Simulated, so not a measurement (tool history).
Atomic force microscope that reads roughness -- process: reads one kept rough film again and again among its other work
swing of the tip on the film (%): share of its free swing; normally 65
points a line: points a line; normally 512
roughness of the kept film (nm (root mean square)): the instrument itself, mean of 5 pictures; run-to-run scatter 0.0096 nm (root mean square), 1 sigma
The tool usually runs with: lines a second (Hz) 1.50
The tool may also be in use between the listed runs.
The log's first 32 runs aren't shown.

run	hour	lines a second (Hz)	swing of the tip on the film (%)	points a line	roughness of the kept film (nm (root mean square))
33	1578.6	2.58	75	532	1.734
# hour 1593.9: new tip fitted
34	1614.3	3.48	65	272	2.084
35	1674.6	3.48	65	272	2.023
36	1735.9	0.97	79	309	1.978
37	1772.1	1.50	65	390	1.988
38	1807.7	1.50	85	301	1.859
39	1843.9	0.81	63	303	1.899
40	1907.9	3.82	63	465	1.807
# hour 1947.8: new tip fitted
41	1961.5	1.02	63	605	2.217
42	2025.7	0.63	90	644	2.077
43	2065.5	0.63	90	644	2.008
44	2106.9	0.63	90	797	2.007
45	2140.2	3.06	66	285	1.915
46	2194.6	3.57	65	291	1.853
47	2244.0	1.50	61	512	1.882
48	2294.4	3.82	73	508	1.715
# hour 2299.7: new tip fitted
49	2345.5	1.71	82	308	2.049
50	2398.2	1.25	72	296	2.073
51	2455.2	1.25	72	296	1.981
52	2501.5	1.25	72	296	1.937

Consider 5 possible next runs. They are alternatives, not a sequence: every one starts from the tool as it was left by run 52. What does each give?
A	2571.2	1.25	72	322	?
B	2571.2	1.50	65	402	?
C	2571.2	3.06	72	520	?
D	2571.2	1.50	65	796	?
E	2571.2	0.72	80	512	?

run	roughness of the kept film (nm (root mean square))
A	1.875
B	1.900
C	1.813
D	1.901
E	1.896
With no hidden state in the tool, these same runs would have given:
run	roughness of the kept film (nm (root mean square))
A	2.159
B	2.187
C	2.088
D	2.189
E	2.182
